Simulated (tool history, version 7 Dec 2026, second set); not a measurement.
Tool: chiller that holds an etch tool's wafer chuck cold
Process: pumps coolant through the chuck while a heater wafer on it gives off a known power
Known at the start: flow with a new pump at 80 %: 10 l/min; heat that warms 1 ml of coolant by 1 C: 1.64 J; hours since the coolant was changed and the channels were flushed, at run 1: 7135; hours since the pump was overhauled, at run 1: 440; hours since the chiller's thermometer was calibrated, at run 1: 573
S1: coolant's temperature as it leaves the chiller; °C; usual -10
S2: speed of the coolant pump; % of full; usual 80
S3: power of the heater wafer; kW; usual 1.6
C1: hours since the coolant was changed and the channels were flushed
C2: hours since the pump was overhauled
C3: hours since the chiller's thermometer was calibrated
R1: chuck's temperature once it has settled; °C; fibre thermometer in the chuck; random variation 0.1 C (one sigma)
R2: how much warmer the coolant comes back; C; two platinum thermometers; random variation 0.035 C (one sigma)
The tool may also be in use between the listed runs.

Run 1, hour 0: usual settings; C1 7135; C2 440; C3 573. Result: R1 4.3 °C, R2 5.87 C.
Run 2, hour 48.1: usual settings; C1 7183; C2 488; C3 621. Result: R1 4.5 °C, R2 5.8 C.
Run 3, hour 77.1: usual settings; C1 7212; C2 517; C3 650. Result: R1 4.6 °C, R2 5.86 C.
Run 4, hour 103.8: usual settings but S2 62 % of full; C1 7239; C2 544; C3 676. Result: R1 6.6 °C, R2 7.51 C.
Run 5, hour 126.8: usual settings but S2 62 % of full; C1 7262; C2 567; C3 699. Result: R1 6.5 °C, R2 7.5 C.
Run 6, hour 156.1: usual settings but S1 -2 °C; C1 7291; C2 596; C3 729. Result: R1 12.4 °C, R2 5.89 C.
Run 7, hour 197.5: usual settings but S1 -19 °C; C1 7333; C2 638; C3 770. Result: R1 -4.5 °C, R2 5.85 C.
Run 8, hour 222.4: usual settings but S1 -19 °C; C1 7358; C2 662; C3 795. Result: R1 -4.4 °C, R2 5.9 C.
Run 9, hour 249.2: usual settings; C1 7384; C2 689; C3 822. Result: R1 4.5 °C, R2 5.95 C.
Run 10, hour 282.6: usual settings; C1 7418; C2 723; C3 855. Result: R1 4.7 °C, R2 5.92 C.
Run 11, hour 330.6: usual settings; C1 7466; C2 771; C3 903. Result: R1 4.6 °C, R2 5.88 C.
Run 12, hour 381.2: usual settings; C1 7517; C2 821; C3 954. Result: R1 4.6 °C, R2 5.85 C.
Run 13, hour 411.6: usual settings but S3 0.965 kW; C1 7547; C2 852; C3 984. Result: R1 -1.1 °C, R2 3.53 C.
Run 14, hour 451.9: usual settings but S3 0.965 kW; C1 7587; C2 892; C3 1024. Result: R1 -1.1 °C, R2 3.55 C.
Run 15, hour 491.1: usual settings but S1 -18 °C, S3 0.965 kW; C1 7626; C2 931; C3 1064. Result: R1 -8.9 °C, R2 3.62 C.
Run 16, hour 534.8: usual settings but S3 0.952 kW; C1 7670; C2 975; C3 1107. Result: R1 -1.4 °C, R2 3.53 C.
Run 17, hour 559.4: usual settings but S3 1.84 kW; C1 7695; C2 1000; C3 1132. Result: R1 6.8 °C, R2 6.85 C.
Run 18, hour 590.4: usual settings but S3 2.249 kW; C1 7726; C2 1030; C3 1163. Result: R1 10.5 °C, R2 8.24 C.
Run 19, hour 628.6: usual settings but S2 68 % of full; C1 7764; C2 1069; C3 1201. Result: R1 5.8 °C, R2 6.94 C.
Run 20, hour 672.9: usual settings but S2 82 % of full; C1 7808; C2 1113; C3 1245. Result: R1 4.5 °C, R2 5.79 C.
Run 21, hour 711.4: usual settings but S2 82 % of full; C1 7847; C2 1152; C3 1284. Result: R1 4.5 °C, R2 5.77 C.
At hour 735.6: coolant changed, channels flushed.
Run 22, hour 739.9: usual settings but S2 82 % of full; C1 4; C2 1174; C3 1306. Result: R1 3 °C, R2 5.76 C.
Run 23, hour 766.4: usual settings but S2 85 % of full, S3 1.599 kW; C1 31; C2 1200; C3 1333. Result: R1 2.7 °C, R2 5.6 C.
Run 24, hour 795.8: usual settings but S2 85 % of full, S3 1.599 kW; C1 60; C2 1230; C3 1362. Result: R1 2.7 °C, R2 5.5 C.
Run 25, hour 818.4: usual settings but S1 -2 °C, S2 65 % of full; C1 83; C2 1253; C3 1385. Result: R1 12.9 °C, R2 7.25 C.
Run 26, hour 847.2: usual settings but S1 -19 °C, S3 1.314 kW; C1 112; C2 1281; C3 1414. Result: R1 -8 °C, R2 4.92 C.
Run 27, hour 869.3: usual settings but S1 -6 °C, S2 61 % of full, S3 2.364 kW; C1 134; C2 1303; C3 1436. Result: R1 16.8 °C, R2 11.36 C.
Run 28, hour 892: usual settings but S2 61 % of full, S3 2.364 kW; C1 156; C2 1326; C3 1459. Result: R1 12.6 °C, R2 11.38 C.
Run 29, hour 923.1: usual settings but S1 -13 °C, S2 61 % of full, S3 2.364 kW; C1 188; C2 1357; C3 1490. Result: R1 9.8 °C, R2 11.49 C.
Run 30, hour 947.6: usual settings but S3 1.112 kW; C1 212; C2 1382; C3 1514. Result: R1 -1 °C, R2 4.12 C.
Run 31, hour 977.9: usual settings but S1 -5 °C; C1 242; C2 1412; C3 1544. Result: R1 8.2 °C, R2 5.99 C.

The same runs without the tool's hidden state, with the same run-to-run variation:
The hidden state here: heat passed by the chuck's channels, % of clean ones'; flow at a given pump speed, % of a new pump's; coolant's true temperature over the reading, C; drift of the gauge itself on chuck_c, C; drift of the gauge itself on warmer_back_c, C.
run    R1     R2
  1     3   5.85
  2   3.1   5.77
  3   3.2   5.83
  4     5   7.47
  5     5   7.46
  6    11   5.85
  7  -5.9   5.81
  8  -5.8   5.86
  9   3.1    5.9
 10   3.2   5.87
 11   3.2   5.83
 12   3.1    5.8
 13    -2   3.49
 14    -2   3.51
 15  -9.8   3.58
 16  -2.3   3.49
 17   5.1   6.77
 18   8.3   8.14
 19   4.2   6.86
 20     3   5.71
 21     3    5.7
 22   2.9   5.68
 23   2.6   5.52
 24   2.7   5.42
 25  12.8   7.14
 26  -8.1   4.85
 27  16.6  11.19
 28  12.4   11.2
 29   9.6  11.31
 30  -1.1   4.05
 31   8.1   5.89
